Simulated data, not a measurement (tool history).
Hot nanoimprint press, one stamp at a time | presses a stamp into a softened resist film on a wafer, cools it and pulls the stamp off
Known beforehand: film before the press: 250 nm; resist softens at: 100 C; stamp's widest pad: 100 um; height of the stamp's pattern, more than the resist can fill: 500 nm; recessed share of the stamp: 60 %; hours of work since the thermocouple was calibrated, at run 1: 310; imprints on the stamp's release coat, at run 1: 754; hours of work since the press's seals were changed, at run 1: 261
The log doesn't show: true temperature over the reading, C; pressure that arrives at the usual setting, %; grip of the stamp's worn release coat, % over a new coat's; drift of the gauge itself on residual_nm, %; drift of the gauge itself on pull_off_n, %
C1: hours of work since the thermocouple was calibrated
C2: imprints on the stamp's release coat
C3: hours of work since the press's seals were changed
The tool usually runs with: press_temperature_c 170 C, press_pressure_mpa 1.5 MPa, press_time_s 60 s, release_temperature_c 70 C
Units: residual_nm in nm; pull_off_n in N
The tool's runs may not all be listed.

{"run": 1, "day": 0.0, "press_temperature_c": 170, "press_pressure_mpa": 1.5, "press_time_s": 60, "release_temperature_c": 70, "C1": 310, "C2": 754, "C3": 261, "residual_nm": 118.2, "pull_off_n": 195}
{"run": 2, "day": 1.171, "press_temperature_c": 170, "press_pressure_mpa": 1.5, "press_time_s": 60, "release_temperature_c": 60, "C1": 330, "C2": 831, "C3": 281, "residual_nm": 117.7, "pull_off_n": 263}
{"run": 3, "day": 2.904, "press_temperature_c": 170, "press_pressure_mpa": 1.5, "press_time_s": 89, "release_temperature_c": 60, "C1": 359, "C2": 944, "C3": 310, "residual_nm": 99.5, "pull_off_n": 287}
{"run": 4, "day": 4.088, "press_temperature_c": 170, "press_pressure_mpa": 1.5, "press_time_s": 60, "release_temperature_c": 70, "C1": 379, "C2": 1021, "C3": 330, "residual_nm": 117.5, "pull_off_n": 220}
{"run": 5, "day": 5.429, "press_temperature_c": 170, "press_pressure_mpa": 1.5, "press_time_s": 60, "release_temperature_c": 70, "C1": 402, "C2": 1109, "C3": 353, "residual_nm": 117.3, "pull_off_n": 225}
{"run": 6, "day": 6.783, "press_temperature_c": 170, "press_pressure_mpa": 1.5, "press_time_s": 33, "release_temperature_c": 70, "C1": 425, "C2": 1198, "C3": 376, "residual_nm": 144.7, "pull_off_n": 237}
{"run": 7, "day": 7.975, "press_temperature_c": 170, "press_pressure_mpa": 1.5, "press_time_s": 60, "release_temperature_c": 70, "C1": 445, "C2": 1275, "C3": 396, "residual_nm": 116.2, "pull_off_n": 233}
{"run": 8, "day": 9.825, "press_temperature_c": 170, "press_pressure_mpa": 1.5, "press_time_s": 60, "release_temperature_c": 70, "C1": 476, "C2": 1396, "C3": 427, "residual_nm": 116.9, "pull_off_n": 248}
{"run": 9, "day": 11.058, "press_temperature_c": 170, "press_pressure_mpa": 1.5, "press_time_s": 60, "release_temperature_c": 70, "C1": 497, "C2": 1477, "C3": 448, "residual_nm": 115.3, "pull_off_n": 256}
{"day": 11.617, "done": "stamp cleaned and given a new release coat"}
{"run": 10, "day": 13.242, "press_temperature_c": 170, "press_pressure_mpa": 1.5, "press_time_s": 60, "release_temperature_c": 62, "C1": 530, "C2": 106, "C3": 480, "residual_nm": 115.3, "pull_off_n": 186}
{"day": 14.438, "done": "plate thermocouple calibrated"}
{"run": 11, "day": 15.233, "press_temperature_c": 170, "press_pressure_mpa": 1.5, "press_time_s": 60, "release_temperature_c": 62, "C1": 13, "C2": 228, "C3": 512, "residual_nm": 122.2, "pull_off_n": 199}
{"run": 12, "day": 16.2, "press_temperature_c": 170, "press_pressure_mpa": 1.5, "press_time_s": 60, "release_temperature_c": 62, "C1": 30, "C2": 291, "C3": 528, "residual_nm": 122.6, "pull_off_n": 210}
{"run": 13, "day": 17.375, "press_temperature_c": 170, "press_pressure_mpa": 1.5, "press_time_s": 60, "release_temperature_c": 62, "C1": 50, "C2": 368, "C3": 548, "residual_nm": 122, "pull_off_n": 222}
{"run": 14, "day": 19.288, "press_temperature_c": 170, "press_pressure_mpa": 1.5, "press_time_s": 60, "release_temperature_c": 62, "C1": 82, "C2": 493, "C3": 580, "residual_nm": 121.2, "pull_off_n": 223}
{"run": 15, "day": 21.046, "press_temperature_c": 158, "press_pressure_mpa": 1.33, "press_time_s": 92, "release_temperature_c": 73, "C1": 112, "C2": 608, "C3": 610, "residual_nm": 180.4, "pull_off_n": 180}
{"run": 16, "day": 22.008, "press_temperature_c": 158, "press_pressure_mpa": 1.33, "press_time_s": 92, "release_temperature_c": 73, "C1": 128, "C2": 671, "C3": 626, "residual_nm": 180.9, "pull_off_n": 184}
{"run": 17, "day": 23.429, "press_temperature_c": 170, "press_pressure_mpa": 1.5, "press_time_s": 108, "release_temperature_c": 70, "C1": 152, "C2": 763, "C3": 650, "residual_nm": 94.7, "pull_off_n": 203}
{"run": 18, "day": 24.575, "press_temperature_c": 173, "press_pressure_mpa": 1.5, "press_time_s": 108, "release_temperature_c": 75, "C1": 171, "C2": 838, "C3": 669, "residual_nm": 81, "pull_off_n": 181}
{"run": 19, "day": 26.354, "press_temperature_c": 175, "press_pressure_mpa": 1.91, "press_time_s": 66, "release_temperature_c": 55, "C1": 201, "C2": 955, "C3": 699, "residual_nm": 81.2, "pull_off_n": 311}
{"run": 20, "day": 27.55, "press_temperature_c": 170, "press_pressure_mpa": 1.08, "press_time_s": 72, "release_temperature_c": 70, "C1": 221, "C2": 1033, "C3": 720, "residual_nm": 125.2, "pull_off_n": 217}
{"run": 21, "day": 28.462, "press_temperature_c": 170, "press_pressure_mpa": 1.08, "press_time_s": 72, "release_temperature_c": 70, "C1": 237, "C2": 1092, "C3": 735, "residual_nm": 124.9, "pull_off_n": 230}
{"run": 22, "day": 29.312, "press_temperature_c": 180, "press_pressure_mpa": 1.06, "press_time_s": 30, "release_temperature_c": 68, "C1": 251, "C2": 1148, "C3": 749, "residual_nm": 114.5, "pull_off_n": 244}
{"run": 23, "day": 30.162, "press_temperature_c": 180, "press_pressure_mpa": 1.06, "press_time_s": 30, "release_temperature_c": 68, "C1": 265, "C2": 1203, "C3": 764, "residual_nm": 113.9, "pull_off_n": 244}
{"run": 24, "day": 32.092, "press_temperature_c": 164, "press_pressure_mpa": 1.5, "press_time_s": 60, "release_temperature_c": 66, "C1": 298, "C2": 1329, "C3": 796, "residual_nm": 154.1, "pull_off_n": 269}
{"run": 25, "day": 33.638, "press_temperature_c": 170, "press_pressure_mpa": 1.5, "press_time_s": 91, "release_temperature_c": 70, "C1": 324, "C2": 1430, "C3": 822, "residual_nm": 100, "pull_off_n": 254}
{"run": 26, "day": 34.538, "press_temperature_c": 170, "press_pressure_mpa": 1.41, "press_time_s": 79, "release_temperature_c": 69, "C1": 339, "C2": 1489, "C3": 838, "residual_nm": 108.4, "pull_off_n": 260}
{"day": 34.879, "done": "stamp cleaned and given a new release coat"}
{"run": 27, "day": 36.283, "press_temperature_c": 174, "press_pressure_mpa": 1.1, "press_time_s": 84, "release_temperature_c": 69, "C1": 364, "C2": 92, "C3": 863, "residual_nm": 95.2, "pull_off_n": 162}

Describe how what the log doesn't record of the tool's condition differs between the last listed run preceding each entry between runs and the first listed run following it.
After run 9, before run 10: stamp cleaned and given a new release coat (day 11.617)
  true temperature over the reading, C: 1.43 -> 1.54; pressure that arrives at the usual setting, %: 96.33 -> 96.06; grip of the stamp's worn release coat, % over a new coat's: 75 -> 4.8
  measured value less the no-hidden-state value, residual_nm: -6.3 -> -6.8 nm; pull_off_n: +103 -> +2 N
After run 10, before run 11: plate thermocouple calibrated (day 14.438)
  true temperature over the reading, C: 1.54 -> 0.23; pressure that arrives at the usual setting, %: 96.06 -> 95.77; grip of the stamp's worn release coat, % over a new coat's: 4.8 -> 10.4
  measured value less the no-hidden-state value, residual_nm: -6.8 -> +0.7 nm; pull_off_n: +2 -> +18 N
After run 26, before run 27: stamp cleaned and given a new release coat (day 34.879)
  true temperature over the reading, C: 1.32 -> 1.4; pressure that arrives at the usual setting, %: 93.01 -> 92.82; grip of the stamp's worn release coat, % over a new coat's: 75.7 -> 4.1
  measured value less the no-hidden-state value, residual_nm: -4.2 -> -4.4 nm; pull_off_n: +106 -> +1 N
